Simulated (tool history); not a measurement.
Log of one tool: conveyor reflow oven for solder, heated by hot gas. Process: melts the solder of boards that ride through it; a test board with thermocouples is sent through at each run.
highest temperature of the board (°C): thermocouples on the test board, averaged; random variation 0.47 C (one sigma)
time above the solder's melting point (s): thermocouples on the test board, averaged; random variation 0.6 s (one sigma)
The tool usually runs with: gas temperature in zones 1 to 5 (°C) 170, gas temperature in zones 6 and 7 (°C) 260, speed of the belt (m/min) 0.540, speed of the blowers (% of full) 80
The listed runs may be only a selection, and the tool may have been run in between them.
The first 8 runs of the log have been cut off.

| run | hour | gas temperature in zones 1 to 5 (°C) | gas temperature in zones 6 and 7 (°C) | speed of the belt (m/min) | speed of the blowers (% of full) | hours of work since the flux was cleaned out | hours of work since the belt drive was overhauled | hours of work since the thermocouples were changed | highest temperature of the board (°C) | time above the solder's melting point (s) |
|---|---|---|---|---|---|---|---|---|---|---|
|  | 100.8 | thermocouples of zones 6 and 7 changed |
| 9 | 105.8 | 170 | 260 | 0.540 | 80 | 138 | 587 | 3 | 247.0 | 53.6 |
| 10 | 122.9 | 170 | 260 | 0.540 | 80 | 149 | 598 | 14 | 246.3 | 53.1 |
| 11 | 143.6 | 170 | 260 | 0.540 | 80 | 163 | 612 | 28 | 245.9 | 53.1 |
| 12 | 162.3 | 170 | 260 | 0.540 | 80 | 175 | 624 | 40 | 246.3 | 52.1 |
| 13 | 184.8 | 170 | 259 | 0.540 | 80 | 190 | 638 | 55 | 244.6 | 51.9 |
| 14 | 205.5 | 170 | 259 | 0.540 | 80 | 203 | 652 | 68 | 244.6 | 52.4 |
| 15 | 215.3 | 170 | 259 | 0.540 | 80 | 210 | 658 | 75 | 245.9 | 51.5 |
| 16 | 225.0 | 170 | 266 | 0.540 | 53 | 216 | 665 | 81 | 244.2 | 49.0 |
| 17 | 239.6 | 166 | 269 | 0.540 | 80 | 225 | 674 | 91 | 253.4 | 57.1 |
| 18 | 250.6 | 170 | 262 | 0.568 | 80 | 233 | 681 | 98 | 246.0 | 49.3 |
| 19 | 262.8 | 178 | 257 | 0.560 | 87 | 241 | 689 | 106 | 245.1 | 53.1 |
| 20 | 281.2 | 178 | 257 | 0.560 | 87 | 253 | 701 | 118 | 244.6 | 52.1 |
| 21 | 292.3 | 178 | 257 | 0.560 | 87 | 260 | 709 | 125 | 243.8 | 52.2 |
| 22 | 309.6 | 178 | 257 | 0.560 | 87 | 271 | 720 | 136 | 244.9 | 52.1 |
| 23 | 323.3 | 178 | 257 | 0.467 | 87 | 280 | 729 | 145 | 247.3 | 68.4 |
| 24 | 334.2 | 178 | 257 | 0.467 | 87 | 287 | 736 | 152 | 248.7 | 68.9 |
| 25 | 356.4 | 177 | 250 | 0.467 | 68 | 302 | 751 | 167 | 239.1 | 57.5 |
| 26 | 377.5 | 170 | 260 | 0.517 | 80 | 315 | 764 | 181 | 246.5 | 56.4 |
| 27 | 390.1 | 170 | 250 | 0.540 | 80 | 324 | 773 | 189 | 236.3 | 42.4 |
| 28 | 409.3 | 170 | 250 | 0.540 | 80 | 336 | 785 | 201 | 236.6 | 42.8 |

Run 29 has not been measured yet. What should we expect?
|  | 426.2 | flux residue cleaned out of gas plates and filters |
| 29 | 426.2 | 170 | 250 | 0.540 | 80 | 0 | 793 | 209 | ? | ? |

Run 29 produced highest temperature of the board (°C) 237.4, time above the solder's melting point (s) 45.2.
Without the tool's hidden state the same run would have given highest temperature of the board (°C) 238.0, time above the solder's melting point (s) 45.4.
